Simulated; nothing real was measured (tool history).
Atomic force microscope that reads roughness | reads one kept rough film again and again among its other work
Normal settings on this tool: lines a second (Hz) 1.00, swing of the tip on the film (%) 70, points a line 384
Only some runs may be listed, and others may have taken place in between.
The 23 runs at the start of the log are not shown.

run,hour,lines a second (Hz),swing of the tip on the film (%),points a line,roughness of the kept film (nm (root mean square))
24,1103.8,1.00,70,384,1.157
# hour 1135.5: new tip fitted
25,1158.2,1.53,70,579,1.150
# hour 1191.9: new tip fitted
26,1211.4,1.00,70,878,1.200
# hour 1252.2: new tip fitted
27,1268.1,1.00,70,878,1.211
28,1305.3,0.57,89,394,1.056
# hour 1314.7: new tip fitted
29,1344.0,0.57,89,394,1.120
# hour 1371.4: new tip fitted
30,1372.6,0.57,89,394,1.195
# hour 1392.1: height scale calibrated on a step standard
31,1410.8,1.62,70,438,1.113
# hour 1431.0: new tip fitted
32,1439.2,1.62,70,438,1.194
33,1474.3,1.62,70,438,1.115
# hour 1492.4: new tip fitted
34,1535.1,0.80,89,332,1.072
# hour 1549.5: new tip fitted
35,1591.0,2.50,63,440,1.104
# hour 1607.8: new tip fitted
36,1658.2,2.50,63,440,1.069
# hour 1666.2: new tip fitted
37,1698.7,1.57,63,477,1.177
# hour 1724.9: new tip fitted
38,1750.4,3.87,71,274,0.972
# hour 1783.9: new tip fitted
39,1813.1,3.87,71,274,0.957
# hour 1842.9: new tip fitted
40,1875.7,3.87,71,274,0.952
# hour 1901.0: new tip fitted
41,1926.4,3.87,71,274,0.970
# hour 1959.0: new tip fitted
42,1959.0,1.86,85,399,1.055
# hour 2017.2: new tip fitted
43,2021.5,1.00,70,920,1.264
44,2058.9,1.36,89,291,0.955
# hour 2076.6: new tip fitted
45,2095.4,1.40,66,555,1.192
# hour 2136.0: new tip fitted
46,2157.2,1.40,66,555,1.200
# hour 2194.6: new tip fitted
47,2205.5,1.40,66,555,1.219

4 ways to go on from here, each from the tool as it stands after run 47. What would each give?
# hour 2252.7: new tip fitted
A,2267.7,1.00,61,272,?
# hour 2252.7: new tip fitted
B,2267.7,1.05,67,703,?
# hour 2252.7: new tip fitted
C,2267.7,1.00,77,384,?
# hour 2252.7: new tip fitted
D,2267.7,0.83,66,355,?

run,roughness of the kept film (nm (root mean square))
A,1.214
B,1.223
C,1.181
D,1.217
Stripped of hidden state, with their random variation kept, the same runs would have yielded:
run,roughness of the kept film (nm (root mean square))
A,1.283
B,1.293
C,1.248
D,1.287

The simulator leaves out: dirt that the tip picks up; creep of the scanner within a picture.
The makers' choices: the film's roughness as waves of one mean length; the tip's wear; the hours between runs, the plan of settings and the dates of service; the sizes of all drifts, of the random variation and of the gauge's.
